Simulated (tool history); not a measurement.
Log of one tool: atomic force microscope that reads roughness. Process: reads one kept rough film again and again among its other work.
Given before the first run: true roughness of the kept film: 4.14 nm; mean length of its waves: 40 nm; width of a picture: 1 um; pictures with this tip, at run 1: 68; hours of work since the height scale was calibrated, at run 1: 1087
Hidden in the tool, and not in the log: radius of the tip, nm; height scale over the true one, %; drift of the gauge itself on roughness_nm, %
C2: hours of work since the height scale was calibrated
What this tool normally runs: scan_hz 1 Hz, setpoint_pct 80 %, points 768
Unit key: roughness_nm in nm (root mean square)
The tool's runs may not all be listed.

Run 1, hour 0: usual settings; pictures with this tip 68; C2 1087. Result: roughness_nm 3.518 nm (root mean square).
Run 2, hour 26.4: usual settings but setpoint_pct 64 %; pictures with this tip 102; C2 1106. Result: roughness_nm 3.534 nm (root mean square).
Run 3, hour 43: usual settings; pictures with this tip 123; C2 1118. Result: roughness_nm 3.355 nm (root mean square).
Run 4, hour 70.8: usual settings but scan_hz 0.75 Hz; pictures with this tip 159; C2 1139. Result: roughness_nm 3.304 nm (root mean square).
At hour 93.3: new tip fitted.
Run 5, hour 105.3: usual settings; pictures with this tip 15; C2 1164. Result: roughness_nm 3.645 nm (root mean square).
Run 6, hour 127.6: usual settings but points 291; pictures with this tip 44; C2 1180. Result: roughness_nm 3.551 nm (root mean square).
Run 7, hour 145.9: usual settings but setpoint_pct 77 %; pictures with this tip 67; C2 1193. Result: roughness_nm 3.528 nm (root mean square).
Run 8, hour 168.4: usual settings but setpoint_pct 77 %; pictures with this tip 96; C2 1210. Result: roughness_nm 3.475 nm (root mean square).
Run 9, hour 209.6: usual settings but setpoint_pct 60 %; pictures with this tip 148; C2 1240. Result: roughness_nm 3.427 nm (root mean square).
At hour 238.5: new tip fitted.
Run 10, hour 244.8: usual settings but setpoint_pct 60 %; pictures with this tip 8; C2 1266. Result: roughness_nm 3.804 nm (root mean square).
Run 11, hour 284.4: usual settings but setpoint_pct 60 %; pictures with this tip 58; C2 1295. Result: roughness_nm 3.662 nm (root mean square).
Run 12, hour 308.2: usual settings but setpoint_pct 60 %; pictures with this tip 89; C2 1312. Result: roughness_nm 3.592 nm (root mean square).
Run 13, hour 332.4: usual settings but setpoint_pct 60 %; pictures with this tip 120; C2 1330. Result: roughness_nm 3.521 nm (root mean square).
Run 14, hour 370.8: usual settings but points 295; pictures with this tip 169; C2 1358. Result: roughness_nm 3.21 nm (root mean square).
At hour 384.9: new tip fitted.
Run 15, hour 403.4: usual settings but points 295; pictures with this tip 24; C2 1382. Result: roughness_nm 3.601 nm (root mean square).
Run 16, hour 433.2: usual settings but scan_hz 2.17 Hz; pictures with this tip 62; C2 1404. Result: roughness_nm 3.313 nm (root mean square).
Run 17, hour 464.9: usual settings but setpoint_pct 61 %, points 368; pictures with this tip 102; C2 1427. Result: roughness_nm 3.521 nm (root mean square).
Run 18, hour 490.1: usual settings but scan_hz 1.89 Hz, setpoint_pct 61 %, points 541; pictures with this tip 134; C2 1445. Result: roughness_nm 3.409 nm (root mean square).
Run 19, hour 524.1: usual settings but scan_hz 2.9 Hz; pictures with this tip 178; C2 1470. Result: roughness_nm 2.939 nm (root mean square).
At hour 528.1: height scale calibrated on a step standard.
At hour 531.1: new tip fitted.
Run 20, hour 553.3: usual settings but scan_hz 1.49 Hz, setpoint_pct 62 %; pictures with this tip 28; C2 18. Result: roughness_nm 3.7 nm (root mean square).
Run 21, hour 576: usual settings; pictures with this tip 57; C2 35. Result: roughness_nm 3.551 nm (root mean square).
Run 22, hour 596.5: usual settings but scan_hz 2.83 Hz, setpoint_pct 60 %; pictures with this tip 83; C2 50. Result: roughness_nm 3.46 nm (root mean square).
Run 23, hour 620.4: usual settings but scan_hz 0.77 Hz, setpoint_pct 62 %, points 919; pictures with this tip 114; C2 67. Result: roughness_nm 3.496 nm (root mean square).
Run 24, hour 642.5: usual settings but scan_hz 0.77 Hz, points 960; pictures with this tip 142; C2 84. Result: roughness_nm 3.348 nm (root mean square).
Run 25, hour 669.9: usual settings but scan_hz 1.26 Hz; pictures with this tip 177; C2 104. Result: roughness_nm 3.174 nm (root mean square).
At hour 677.2: new tip fitted.
Run 26, hour 700.4: usual settings but scan_hz 1.73 Hz, setpoint_pct 60 %, points 525; pictures with this tip 29; C2 126. Result: roughness_nm 3.713 nm (root mean square).
Run 27, hour 735.6: usual settings but scan_hz 1.73 Hz, setpoint_pct 60 %, points 525; pictures with this tip 74; C2 152. Result: roughness_nm 3.57 nm (root mean square).
Run 28, hour 754.4: usual settings but scan_hz 2.12 Hz, setpoint_pct 72 %, points 305; pictures with this tip 98; C2 165. Result: roughness_nm 3.31 nm (root mean square).

Here are 4 independent what-if runs from the current tool condition. What would each one return?
At hour 769.5: height scale calibrated on a step standard, once more.
Run A, hour 795.8: usual settings but scan_hz 3.79 Hz, setpoint_pct 65 %, points 289; pictures with this tip 150; C2 19. Result: roughness_nm ?.
At hour 769.5: height scale calibrated on a step standard, once more.
Run B, hour 795.8: usual settings but scan_hz 2.12 Hz, setpoint_pct 72 %, points 425; pictures with this tip 150; C2 19. Result: roughness_nm ?.
At hour 769.5: height scale calibrated on a step standard, once more.
Run C, hour 795.8: usual settings but scan_hz 2.12 Hz, setpoint_pct 60 %, points 305; pictures with this tip 150; C2 19. Result: roughness_nm ?.
At hour 769.5: height scale calibrated on a step standard, once more.
Run D, hour 795.8: usual settings but setpoint_pct 55 %, points 390; pictures with this tip 150; C2 19. Result: roughness_nm ?.

run  roughness_nm
  A         3.188
  B         3.216
  C         3.335
  D          3.44
Without the tool's hidden state the same runs would have given:
run  roughness_nm
  A         3.594
  B         3.625
  C          3.76
  D         3.879

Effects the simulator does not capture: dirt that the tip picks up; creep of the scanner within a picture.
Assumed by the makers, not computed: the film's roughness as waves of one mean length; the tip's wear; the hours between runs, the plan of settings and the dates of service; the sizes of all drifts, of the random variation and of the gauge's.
